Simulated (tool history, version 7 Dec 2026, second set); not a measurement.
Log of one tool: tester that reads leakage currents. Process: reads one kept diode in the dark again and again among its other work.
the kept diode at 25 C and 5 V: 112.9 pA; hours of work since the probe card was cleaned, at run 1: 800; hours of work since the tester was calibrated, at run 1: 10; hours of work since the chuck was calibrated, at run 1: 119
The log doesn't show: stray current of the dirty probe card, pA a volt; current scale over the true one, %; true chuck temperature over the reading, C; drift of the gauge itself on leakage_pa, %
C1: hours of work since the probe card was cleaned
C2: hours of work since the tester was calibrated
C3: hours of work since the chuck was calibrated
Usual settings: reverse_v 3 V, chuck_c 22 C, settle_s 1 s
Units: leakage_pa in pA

run 1 hour=0 | reverse_v=3 chuck_c=22 settle_s=1 | C1=800 C2=10 C3=119 | leakage_pa=70.3
run 2 hour=34.4 | reverse_v=3 chuck_c=49 settle_s=1 | C1=825 C2=35 C3=144 | leakage_pa=567.1
run 3 hour=107 | reverse_v=3 chuck_c=49 settle_s=1 | C1=876 C2=86 C3=195 | leakage_pa=562.01
run 4 hour=172 | reverse_v=3 chuck_c=49 settle_s=1 | C1=922 C2=132 C3=241 | leakage_pa=557.79
run 5 hour=250.7 | reverse_v=3 chuck_c=22 settle_s=1 | C1=978 C2=188 C3=297 | leakage_pa=67.53
run 6 hour=322.8 | reverse_v=3 chuck_c=22 settle_s=1 | C1=1029 C2=239 C3=348 | leakage_pa=66.63
run 7 hour=401.1 | reverse_v=3 chuck_c=22 settle_s=1 | C1=1084 C2=294 C3=403 | leakage_pa=65.4
run 8 hour=461.7 | reverse_v=3 chuck_c=26 settle_s=1 | C1=1127 C2=337 C3=446 | leakage_pa=90.35
run 9 hour=508.9 | reverse_v=3 chuck_c=26 settle_s=1 | C1=1161 C2=371 C3=479 | leakage_pa=89.69
run 10 hour=554 | reverse_v=3 chuck_c=58 settle_s=1 | C1=1193 C2=403 C3=511 | leakage_pa=982.73
run 11 hour=608.3 | reverse_v=3 chuck_c=22 settle_s=1 | C1=1231 C2=441 C3=550 | leakage_pa=63.08
run 12 hour=653.1 | reverse_v=3 chuck_c=22 settle_s=1 | C1=1263 C2=473 C3=582 | leakage_pa=62.43
run 13 hour=721.4 | reverse_v=3.64 chuck_c=22 settle_s=1 | C1=1311 C2=521 C3=630 | leakage_pa=67.1
run 14 hour=795.7 | reverse_v=3 chuck_c=22 settle_s=1 | C1=1364 C2=574 C3=682 | leakage_pa=60.73
-- hour=848.6 chuck's temperature calibrated
run 15 hour=863.7 | reverse_v=3 chuck_c=22 settle_s=1 | C1=1410 C2=620 C3=11 | leakage_pa=72.05
run 16 hour=934 | reverse_v=3 chuck_c=44 settle_s=1 | C1=1460 C2=670 C3=60 | leakage_pa=399.15
run 17 hour=1014.1 | reverse_v=13.14 chuck_c=22 settle_s=1 | C1=1517 C2=727 C3=117 | leakage_pa=130.01
run 18 hour=1068.1 | reverse_v=13.14 chuck_c=22 settle_s=1 | C1=1555 C2=765 C3=155 | leakage_pa=130
run 19 hour=1131.5 | reverse_v=13.14 chuck_c=22 settle_s=1 | C1=1600 C2=810 C3=200 | leakage_pa=127.64
run 20 hour=1165.2 | reverse_v=3 chuck_c=22 settle_s=1 | C1=1624 C2=834 C3=224 | leakage_pa=68.26
run 21 hour=1244 | reverse_v=3 chuck_c=24 settle_s=3.21 | C1=1680 C2=890 C3=280 | leakage_pa=79.09
run 22 hour=1291.5 | reverse_v=3 chuck_c=24 settle_s=3.21 | C1=1713 C2=923 C3=313 | leakage_pa=78.2
run 23 hour=1331.5 | reverse_v=16.05 chuck_c=48 settle_s=1.25 | C1=1742 C2=952 C3=342 | leakage_pa=994.9
run 24 hour=1402.9 | reverse_v=1.93 chuck_c=22 settle_s=4.65 | C1=1792 C2=1002 C3=392 | leakage_pa=54.24
run 25 hour=1451.4 | reverse_v=1.93 chuck_c=22 settle_s=4.65 | C1=1826 C2=1036 C3=427 | leakage_pa=53.41
run 26 hour=1502.6 | reverse_v=4.09 chuck_c=29 settle_s=1.45 | C1=1863 C2=1073 C3=463 | leakage_pa=129.28
run 27 hour=1568.4 | reverse_v=3 chuck_c=37 settle_s=1.48 | C1=1909 C2=1119 C3=509 | leakage_pa=212.76
run 28 hour=1627.9 | reverse_v=3 chuck_c=22 settle_s=7.09 | C1=1951 C2=1161 C3=552 | leakage_pa=62.08
run 29 hour=1676.4 | reverse_v=4.37 chuck_c=45 settle_s=1 | C1=1986 C2=1196 C3=586 | leakage_pa=445.79
run 30 hour=1730.9 | reverse_v=4.37 chuck_c=27 settle_s=1.84 | C1=2024 C2=1234 C3=625 | leakage_pa=108.66
run 31 hour=1797.2 | reverse_v=2.2 chuck_c=24 settle_s=1 | C1=2071 C2=1281 C3=671 | leakage_pa=63.09
run 32 hour=1848.7 | reverse_v=2.39 chuck_c=31 settle_s=6.22 | C1=2108 C2=1318 C3=708 | leakage_pa=114.89
-- hour=1863.7 chuck's temperature calibrated
run 33 hour=1893.5 | reverse_v=1.51 chuck_c=27 settle_s=4.15 | C1=2138 C2=1348 C3=21 | leakage_pa=83.64
run 34 hour=1947.9 | reverse_v=1.51 chuck_c=44 settle_s=4.15 | C1=2176 C2=1386 C3=60 | leakage_pa=309.07
run 35 hour=2030.2 | reverse_v=2.61 chuck_c=44 settle_s=1.12 | C1=2235 C2=1445 C3=118 | leakage_pa=380.67
run 36 hour=2096.4 | reverse_v=9.82 chuck_c=22 settle_s=2.09 | C1=2282 C2=1492 C3=165 | leakage_pa=116.35
run 37 hour=2143.2 | reverse_v=3 chuck_c=22 settle_s=3.19 | C1=2315 C2=1525 C3=198 | leakage_pa=70.12
run 38 hour=2199.1 | reverse_v=8.46 chuck_c=46 settle_s=1.07 | C1=2354 C2=1564 C3=237 | leakage_pa=692.92
run 39 hour=2279 | reverse_v=1.98 chuck_c=22 settle_s=1 | C1=2411 C2=1621 C3=294 | leakage_pa=57.91
run 40 hour=2334.7 | reverse_v=3 chuck_c=26 settle_s=1 | C1=2450 C2=1660 C3=333 | leakage_pa=95.4

Hidden state or all else? Some run-to-run changes of leakage_pa, split into what the settings, what came in and random variation would give without the hidden state, and what is left for the hidden state (with any gauge scatter that isn't in both results):
Run 9 -> 10: chuck_c 26 -> 58. leakage_pa +893.04 pA: hidden state -95.36, all else +988.4.
Run 10 -> 11: chuck_c 58 -> 22. leakage_pa -919.65 pA: hidden state +97.33, all else -1016.98.
Run 22 -> 23: reverse_v 3 -> 16.05, chuck_c 24 -> 48, settle_s 3.21 -> 1.25. leakage_pa +916.7 pA: hidden state -73.77, all else +990.47.
Run 23 -> 24: reverse_v 16.05 -> 1.93, chuck_c 48 -> 22, settle_s 1.25 -> 4.65. leakage_pa -940.66 pA: hidden state +74.44, all else -1015.1.
